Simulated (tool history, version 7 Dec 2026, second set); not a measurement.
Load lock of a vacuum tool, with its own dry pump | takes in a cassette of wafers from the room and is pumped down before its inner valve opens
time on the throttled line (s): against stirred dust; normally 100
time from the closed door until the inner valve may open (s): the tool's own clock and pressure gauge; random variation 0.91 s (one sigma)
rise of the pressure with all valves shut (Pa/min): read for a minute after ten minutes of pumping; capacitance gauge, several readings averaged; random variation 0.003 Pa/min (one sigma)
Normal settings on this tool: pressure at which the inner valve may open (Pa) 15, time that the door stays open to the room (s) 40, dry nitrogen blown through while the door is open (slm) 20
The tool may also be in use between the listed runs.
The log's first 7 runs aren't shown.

run,hour,time on the throttled line (s),pressure at which the inner valve may open (Pa),time that the door stays open to the room (s),dry nitrogen blown through while the door is open (slm),hours that the pump has run since its overhaul,times that the door has closed on its seal,"incoming humidity of the room's air, %",time from the closed door until the inner valve may open (s),rise of the pressure with all valves shut (Pa/min)
8,544.1,100,15,27,20,11951,5114,46.6,150.6,0.020
9,583.1,100,15,27,20,11990,5182,45.2,151.6,0.017
10,652.6,152,15,40,20,12060,5303,45.1,193.5,0.030
# hour 692.5: dry pump taken out, an overhauled one fitted
11,737.3,152,15,40,20,45,5441,43.6,188.1,0.026
12,792.0,100,15,80,20,100,5536,43.4,144.6,0.034
13,846.8,100,15,40,20,154,5632,43.6,142.8,0.030
14,931.8,100,15,40,20,239,5780,48.2,142.7,0.029
15,990.8,100,22,40,20,298,5883,46.5,139.5,0.029
16,1029.8,100,15,40,7,337,5951,41.6,142.1,0.034
17,1094.8,100,19,40,20,402,6064,44.2,142.1,0.030
18,1149.1,100,15,40,24,457,6159,42.2,143.0,0.032
19,1224.8,100,15,40,24,532,6291,46.8,141.8,0.022
20,1274.8,100,15,121,20,582,6378,45.0,143.6,0.032
21,1334.3,160,15,197,17,642,6482,42.6,194.6,0.041
22,1421.3,160,15,197,17,729,6634,47.9,194.8,0.045

Expected results for the next run?
23,1464.5,95,16,41,42,772,6709,48.2,?,?

time from the closed door until the inner valve may open (s): 137.4
rise of the pressure with all valves shut (Pa/min): 0.020
The same run, on a tool lacking any hidden state, would have yielded time from the closed door until the inner valve may open (s) 137.4, rise of the pressure with all valves shut (Pa/min) 0.006.
